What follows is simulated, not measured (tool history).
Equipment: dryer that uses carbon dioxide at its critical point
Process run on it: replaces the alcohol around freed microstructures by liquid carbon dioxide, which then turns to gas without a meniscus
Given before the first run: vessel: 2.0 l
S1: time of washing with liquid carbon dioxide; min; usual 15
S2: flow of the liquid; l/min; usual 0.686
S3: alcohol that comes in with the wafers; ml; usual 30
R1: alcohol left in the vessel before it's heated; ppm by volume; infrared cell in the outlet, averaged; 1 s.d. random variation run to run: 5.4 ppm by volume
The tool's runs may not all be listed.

{"run": 1, "hour": 0.0, "S1": 15, "S2": 0.686, "S3": 30, "R1": 201}
{"run": 2, "hour": 5.0, "S1": 15, "S2": 0.686, "S3": 30, "R1": 210}
{"run": 3, "hour": 9.3, "S1": 15, "S2": 0.686, "S3": 30, "R1": 203}
{"run": 4, "hour": 13.6, "S1": 15, "S2": 0.686, "S3": 30, "R1": 195}
{"run": 5, "hour": 17.9, "S1": 15, "S2": 0.686, "S3": 30, "R1": 196}
{"run": 6, "hour": 24.4, "S1": 15, "S2": 0.686, "S3": 30, "R1": 202}
{"run": 7, "hour": 32.5, "S1": 15, "S2": 0.686, "S3": 30, "R1": 197}
{"run": 8, "hour": 37.4, "S1": 15, "S2": 0.686, "S3": 30, "R1": 202}
{"run": 9, "hour": 42.0, "S1": 16, "S2": 0.686, "S3": 30, "R1": 162}
{"run": 10, "hour": 47.2, "S1": 16, "S2": 0.686, "S3": 30, "R1": 151}
{"run": 11, "hour": 53.9, "S1": 15, "S2": 0.49, "S3": 30, "R1": 679}
{"run": 12, "hour": 60.7, "S1": 13, "S2": 0.686, "S3": 30, "R1": 335}
{"run": 13, "hour": 67.7, "S1": 10, "S2": 0.686, "S3": 30, "R1": 801}
{"run": 14, "hour": 75.6, "S1": 10, "S2": 0.686, "S3": 30, "R1": 816}
{"run": 15, "hour": 80.0, "S1": 10, "S2": 0.686, "S3": 30, "R1": 805}
{"run": 16, "hour": 87.0, "S1": 24, "S2": 0.78, "S3": 54, "R1": 47}
{"run": 17, "hour": 91.3, "S1": 17, "S2": 0.455, "S3": 54, "R1": 1050}
{"run": 18, "hour": 95.0, "S1": 17, "S2": 0.865, "S3": 101, "R1": 123}
{"run": 19, "hour": 100.1, "S1": 12, "S2": 0.489, "S3": 45, "R1": 1854}
{"run": 20, "hour": 105.8, "S1": 12, "S2": 0.489, "S3": 45, "R1": 1860}
{"run": 21, "hour": 114.0, "S1": 22, "S2": 0.67, "S3": 45, "R1": 79}
{"run": 22, "hour": 118.2, "S1": 22, "S2": 0.67, "S3": 45, "R1": 76}
{"run": 23, "hour": 124.6, "S1": 22, "S2": 0.67, "S3": 45, "R1": 76}
{"run": 24, "hour": 129.7, "S1": 10, "S2": 0.704, "S3": 74, "R1": 1802}
{"run": 25, "hour": 136.6, "S1": 10, "S2": 0.704, "S3": 74, "R1": 1824}
{"run": 26, "hour": 142.7, "S1": 17, "S2": 0.621, "S3": 67, "R1": 400}
{"run": 27, "hour": 147.3, "S1": 12, "S2": 0.89, "S3": 115, "R1": 617}
{"hour": 153.7, "done": "inlet filter changed"}
{"run": 28, "hour": 154.8, "S1": 12, "S2": 0.84, "S3": 115, "R1": 547}
{"run": 29, "hour": 159.7, "S1": 18, "S2": 1.146, "S3": 30, "R1": 43}

Each row is a separate what-if for the run after 29, all from the same tool condition, not one after another. Results?
{"run": "A", "hour": 168.3, "S1": 22, "S2": 0.461, "S3": 50, "R1": "?"}
{"run": "B", "hour": 168.3, "S1": 11, "S2": 1.146, "S3": 30, "R1": "?"}
{"run": "C", "hour": 168.3, "S1": 15, "S2": 0.546, "S3": 30, "R1": "?"}

run=A R1=281
run=B R1=96
run=C R1=376
Without the tool's hidden state the same runs would have given:
run=A R1=234
run=B R1=52
run=C R1=330

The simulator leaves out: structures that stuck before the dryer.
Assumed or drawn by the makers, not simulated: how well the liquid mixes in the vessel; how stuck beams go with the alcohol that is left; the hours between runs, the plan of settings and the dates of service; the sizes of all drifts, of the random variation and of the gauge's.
